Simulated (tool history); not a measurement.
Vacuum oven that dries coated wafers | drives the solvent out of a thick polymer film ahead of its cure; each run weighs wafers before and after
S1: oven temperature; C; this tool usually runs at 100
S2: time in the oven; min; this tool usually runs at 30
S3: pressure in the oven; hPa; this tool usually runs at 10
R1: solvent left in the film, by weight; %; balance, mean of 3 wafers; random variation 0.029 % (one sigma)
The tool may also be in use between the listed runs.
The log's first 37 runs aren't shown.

{"run": 38, "day": 26.608, "S1": 100, "S2": 16, "S3": 6.6, "R1": 4.65}
{"run": 39, "day": 27.538, "S1": 86, "S2": 27, "S3": 37.6, "R1": 7.41}
{"run": 40, "day": 28.308, "S1": 86, "S2": 27, "S3": 25.7, "R1": 6.64}
{"run": 41, "day": 29.179, "S1": 86, "S2": 16, "S3": 25.7, "R1": 10.1}
{"run": 42, "day": 29.917, "S1": 86, "S2": 16, "S3": 25.7, "R1": 9.85}
{"run": 43, "day": 30.75, "S1": 92, "S2": 19, "S3": 34.1, "R1": 7.21}
{"run": 44, "day": 31.642, "S1": 92, "S2": 19, "S3": 34.1, "R1": 7.24}
{"run": 45, "day": 32.504, "S1": 92, "S2": 19, "S3": 34.1, "R1": 7.25}
{"run": 46, "day": 33.358, "S1": 107, "S2": 30, "S3": 7.8, "R1": 0.74}

Predict each of these 5 candidate next runs independently; none follows another, all start after run 46:
{"run": "A", "day": 34.279, "S1": 107, "S2": 23, "S3": 7.3, "R1": "?"}
{"run": "B", "day": 34.279, "S1": 111, "S2": 19, "S3": 10, "R1": "?"}
{"run": "C", "day": 34.279, "S1": 100, "S2": 30, "S3": 11.9, "R1": "?"}
{"run": "D", "day": 34.279, "S1": 98, "S2": 24, "S3": 7.8, "R1": "?"}
{"run": "E", "day": 34.279, "S1": 89, "S2": 28, "S3": 7.6, "R1": "?"}

run=A R1=1.45
run=B R1=1.65
run=C R1=1.73
run=D R1=2.81
run=E R1=4.31
Without the tool's hidden state the same runs would have given:
run=A R1=1.46
run=B R1=1.65
run=C R1=1.73
run=D R1=2.82
run=E R1=4.32

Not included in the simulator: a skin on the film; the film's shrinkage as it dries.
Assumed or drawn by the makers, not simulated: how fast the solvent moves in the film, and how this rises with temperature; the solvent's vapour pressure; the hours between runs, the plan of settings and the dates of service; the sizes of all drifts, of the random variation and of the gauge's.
